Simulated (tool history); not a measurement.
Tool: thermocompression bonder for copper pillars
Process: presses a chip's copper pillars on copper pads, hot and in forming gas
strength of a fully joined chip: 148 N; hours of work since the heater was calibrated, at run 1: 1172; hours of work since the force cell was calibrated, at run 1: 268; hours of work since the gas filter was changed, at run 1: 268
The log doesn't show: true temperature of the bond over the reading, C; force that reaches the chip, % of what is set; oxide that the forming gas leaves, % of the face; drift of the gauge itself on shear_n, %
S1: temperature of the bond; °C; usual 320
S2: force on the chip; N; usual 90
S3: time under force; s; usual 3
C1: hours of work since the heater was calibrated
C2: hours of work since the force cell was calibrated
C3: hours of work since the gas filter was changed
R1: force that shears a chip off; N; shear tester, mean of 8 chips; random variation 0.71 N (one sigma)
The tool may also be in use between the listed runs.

run 1 hour=0.0 | S1=320 S2=90 S3=3 | C1=1172 C2=268 C3=268 | R1=69.1
run 2 hour=60.1 | S1=320 S2=90 S3=3 | C1=1216 C2=312 C3=312 | R1=69.9
-- hour=130.4 forming gas filter changed
run 3 hour=141.4 | S1=313 S2=90 S3=3 | C1=1275 C2=372 C3=8 | R1=66.8
run 4 hour=221.7 | S1=313 S2=90 S3=3 | C1=1334 C2=430 C3=67 | R1=66.4
run 5 hour=286.4 | S1=320 S2=69 S3=3 | C1=1381 C2=478 C3=114 | R1=58.6
run 6 hour=354.0 | S1=320 S2=90 S3=3 | C1=1431 C2=527 C3=164 | R1=70.4
run 7 hour=427.3 | S1=320 S2=90 S3=3 | C1=1485 C2=581 C3=218 | R1=69.8
-- hour=463.8 heater calibrated with a thermocouple chip
run 8 hour=492.7 | S1=320 S2=90 S3=3 | C1=21 C2=628 C3=264 | R1=70.0
run 9 hour=543.8 | S1=320 S2=90 S3=3 | C1=59 C2=665 C3=302 | R1=69.3
run 10 hour=591.3 | S1=320 S2=90 S3=3 | C1=94 C2=700 C3=336 | R1=70.8
-- hour=633.1 forming gas filter changed
run 11 hour=654.1 | S1=320 S2=90 S3=3 | C1=139 C2=746 C3=15 | R1=70.0
run 12 hour=702.0 | S1=320 S2=90 S3=3 | C1=174 C2=781 C3=50 | R1=69.9
-- hour=708.4 force cell calibrated
run 13 hour=782.6 | S1=320 S2=90 S3=3 | C1=232 C2=54 C3=108 | R1=69.5
run 14 hour=822.5 | S1=320 S2=73 S3=3 | C1=262 C2=84 C3=138 | R1=61.5
run 15 hour=907.6 | S1=320 S2=73 S3=3 | C1=324 C2=146 C3=200 | R1=61.7
run 16 hour=994.7 | S1=320 S2=90 S3=3 | C1=388 C2=210 C3=264 | R1=69.4
run 17 hour=1069.3 | S1=320 S2=90 S3=3 | C1=442 C2=265 C3=319 | R1=69.2
-- hour=1132.8 forming gas filter changed
run 18 hour=1149.1 | S1=320 S2=90 S3=4 | C1=501 C2=323 C3=12 | R1=77.6
run 19 hour=1197.7 | S1=320 S2=90 S3=3 | C1=536 C2=358 C3=48 | R1=70.6
run 20 hour=1254.2 | S1=320 S2=90 S3=3 | C1=578 C2=400 C3=89 | R1=70.9
run 21 hour=1328.6 | S1=313 S2=65 S3=2 | C1=632 C2=454 C3=144 | R1=46.7
run 22 hour=1412.2 | S1=347 S2=65 S3=4 | C1=694 C2=516 C3=205 | R1=76.4
run 23 hour=1493.6 | S1=312 S2=60 S3=7 | C1=753 C2=575 C3=265 | R1=68.9
run 24 hour=1560.2 | S1=312 S2=60 S3=7 | C1=802 C2=624 C3=313 | R1=70.1
run 25 hour=1611.5 | S1=320 S2=115 S3=4 | C1=840 C2=662 C3=351 | R1=87.2
-- hour=1631.5 forming gas filter changed
run 26 hour=1665.3 | S1=320 S2=115 S3=4 | C1=879 C2=701 C3=25 | R1=88.6
run 27 hour=1720.8 | S1=303 S2=115 S3=4 | C1=919 C2=742 C3=65 | R1=81.0
-- hour=1783.1 force cell calibrated
run 28 hour=1807.7 | S1=313 S2=124 S3=7 | C1=982 C2=18 C3=128 | R1=103.7
run 29 hour=1845.6 | S1=340 S2=90 S3=7 | C1=1010 C2=46 C3=156 | R1=103.5
run 30 hour=1927.9 | S1=340 S2=90 S3=7 | C1=1070 C2=106 C3=216 | R1=102.7
run 31 hour=2000.8 | S1=329 S2=86 S3=4 | C1=1124 C2=160 C3=270 | R1=80.1
run 32 hour=2056.4 | S1=323 S2=92 S3=8 | C1=1164 C2=200 C3=310 | R1=97.8
run 33 hour=2127.7 | S1=323 S2=92 S3=8 | C1=1217 C2=253 C3=363 | R1=99.0
-- hour=2132.4 forming gas filter changed
run 34 hour=2209.5 | S1=345 S2=117 S3=3 | C1=1276 C2=312 C3=57 | R1=96.3
run 35 hour=2294.2 | S1=345 S2=117 S3=3 | C1=1338 C2=374 C3=119 | R1=96.2
run 36 hour=2362.3 | S1=306 S2=101 S3=5 | C1=1388 C2=424 C3=169 | R1=79.9
run 37 hour=2408.6 | S1=324 S2=90 S3=8 | C1=1422 C2=458 C3=203 | R1=98.7
run 38 hour=2472.5 | S1=343 S2=86 S3=2 | C1=1469 C2=505 C3=249 | R1=69.8
-- hour=2528.8 heater calibrated with a thermocouple chip
run 39 hour=2535.5 | S1=301 S2=67 S3=6 | C1=5 C2=550 C3=294 | R1=64.9

Forecast each of these 4 alternatives for the next run:
run A hour=2589.1 | S1=293 S2=81 S3=6 | C1=44 C2=589 C3=333 | R1=?
run B hour=2589.1 | S1=332 S2=67 S3=6 | C1=44 C2=589 C3=333 | R1=?
run C hour=2589.1 | S1=301 S2=67 S3=2 | C1=44 C2=589 C3=333 | R1=?
run D hour=2589.1 | S1=301 S2=67 S3=5 | C1=44 C2=589 C3=333 | R1=?

run=A R1=68.2
run=B R1=82.6
run=C R1=41.2
run=D R1=60.6
Without the tool's hidden state the same runs would have given:
run=A R1=68.5
run=B R1=83.0
run=C R1=41.3
run=D R1=60.9
